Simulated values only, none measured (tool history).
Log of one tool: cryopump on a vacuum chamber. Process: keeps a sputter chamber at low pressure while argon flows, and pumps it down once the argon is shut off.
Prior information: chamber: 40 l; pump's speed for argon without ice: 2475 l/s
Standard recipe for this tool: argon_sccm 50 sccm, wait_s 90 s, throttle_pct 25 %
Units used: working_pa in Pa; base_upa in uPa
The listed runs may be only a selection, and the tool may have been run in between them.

{"run": 1, "hour": 0.0, "argon_sccm": 50, "wait_s": 90, "throttle_pct": 25, "working_pa": 0.1412, "base_upa": 1.29}
{"run": 2, "hour": 21.3, "argon_sccm": 50, "wait_s": 90, "throttle_pct": 25, "working_pa": 0.1409, "base_upa": 1.29}
{"run": 3, "hour": 35.5, "argon_sccm": 50, "wait_s": 90, "throttle_pct": 37, "working_pa": 0.0978, "base_upa": 1.3}
{"run": 4, "hour": 61.9, "argon_sccm": 50, "wait_s": 90, "throttle_pct": 37, "working_pa": 0.0977, "base_upa": 1.3}
{"run": 5, "hour": 87.1, "argon_sccm": 50, "wait_s": 90, "throttle_pct": 37, "working_pa": 0.0984, "base_upa": 1.32}
{"run": 6, "hour": 110.0, "argon_sccm": 50, "wait_s": 126, "throttle_pct": 25, "working_pa": 0.143, "base_upa": 1.27}
{"run": 7, "hour": 124.5, "argon_sccm": 50, "wait_s": 126, "throttle_pct": 25, "working_pa": 0.1446, "base_upa": 1.24}
{"run": 8, "hour": 137.4, "argon_sccm": 50, "wait_s": 126, "throttle_pct": 25, "working_pa": 0.1431, "base_upa": 1.25}
{"run": 9, "hour": 155.1, "argon_sccm": 50, "wait_s": 126, "throttle_pct": 25, "working_pa": 0.144, "base_upa": 1.23}
{"run": 10, "hour": 166.9, "argon_sccm": 50, "wait_s": 126, "throttle_pct": 25, "working_pa": 0.146, "base_upa": 1.28}
{"run": 11, "hour": 180.0, "argon_sccm": 50, "wait_s": 126, "throttle_pct": 25, "working_pa": 0.1432, "base_upa": 1.26}
{"run": 12, "hour": 198.1, "argon_sccm": 50, "wait_s": 90, "throttle_pct": 25, "working_pa": 0.1445, "base_upa": 1.47}
{"run": 13, "hour": 219.0, "argon_sccm": 27, "wait_s": 34, "throttle_pct": 22, "working_pa": 0.0889, "base_upa": 2.35}
{"run": 14, "hour": 237.1, "argon_sccm": 47, "wait_s": 127, "throttle_pct": 25, "working_pa": 0.1363, "base_upa": 1.35}
{"run": 15, "hour": 259.6, "argon_sccm": 47, "wait_s": 127, "throttle_pct": 25, "working_pa": 0.1361, "base_upa": 1.37}
{"hour": 276.1, "done": "pump warmed up, emptied and cooled again"}
{"run": 16, "hour": 277.6, "argon_sccm": 62, "wait_s": 127, "throttle_pct": 15, "working_pa": 0.2835, "base_upa": 1.17}
{"run": 17, "hour": 302.5, "argon_sccm": 68, "wait_s": 239, "throttle_pct": 20, "working_pa": 0.2334, "base_upa": 0.97}
{"run": 18, "hour": 324.8, "argon_sccm": 68, "wait_s": 239, "throttle_pct": 20, "working_pa": 0.233, "base_upa": 1.01}
{"run": 19, "hour": 347.6, "argon_sccm": 37, "wait_s": 90, "throttle_pct": 52, "working_pa": 0.0507, "base_upa": 1.39}
{"run": 20, "hour": 371.8, "argon_sccm": 50, "wait_s": 49, "throttle_pct": 15, "working_pa": 0.2302, "base_upa": 1.86}
{"run": 21, "hour": 395.6, "argon_sccm": 50, "wait_s": 176, "throttle_pct": 17, "working_pa": 0.2008, "base_upa": 1.08}
{"run": 22, "hour": 411.8, "argon_sccm": 91, "wait_s": 90, "throttle_pct": 53, "working_pa": 0.121, "base_upa": 1.39}
{"run": 23, "hour": 426.2, "argon_sccm": 39, "wait_s": 105, "throttle_pct": 59, "working_pa": 0.048, "base_upa": 1.33}

Predict each of these 5 candidate next runs independently; none follows another, all start after run 23:
{"run": "A", "hour": 438.9, "argon_sccm": 29, "wait_s": 129, "throttle_pct": 54, "working_pa": "?", "base_upa": "?"}
{"run": "B", "hour": 438.9, "argon_sccm": 50, "wait_s": 186, "throttle_pct": 25, "working_pa": "?", "base_upa": "?"}
{"run": "C", "hour": 438.9, "argon_sccm": 68, "wait_s": 90, "throttle_pct": 19, "working_pa": "?", "base_upa": "?"}
{"run": "D", "hour": 438.9, "argon_sccm": 23, "wait_s": 273, "throttle_pct": 19, "working_pa": "?", "base_upa": "?"}
{"run": "E", "hour": 438.9, "argon_sccm": 33, "wait_s": 90, "throttle_pct": 35, "working_pa": "?", "base_upa": "?"}

run=A working_pa=0.0372 base_upa=1.26
run=B working_pa=0.1407 base_upa=1.13
run=C working_pa=0.2470 base_upa=1.38
run=D working_pa=0.0836 base_upa=1.05
run=E working_pa=0.0668 base_upa=1.38
The same runs, with their run-to-run variation unchanged, on a tool lacking any hidden condition would have given:
run=A working_pa=0.0356 base_upa=0.50
run=B working_pa=0.1379 base_upa=0.37
run=C working_pa=0.2432 base_upa=0.64
run=D working_pa=0.0824 base_upa=0.30
run=E working_pa=0.0649 base_upa=0.62

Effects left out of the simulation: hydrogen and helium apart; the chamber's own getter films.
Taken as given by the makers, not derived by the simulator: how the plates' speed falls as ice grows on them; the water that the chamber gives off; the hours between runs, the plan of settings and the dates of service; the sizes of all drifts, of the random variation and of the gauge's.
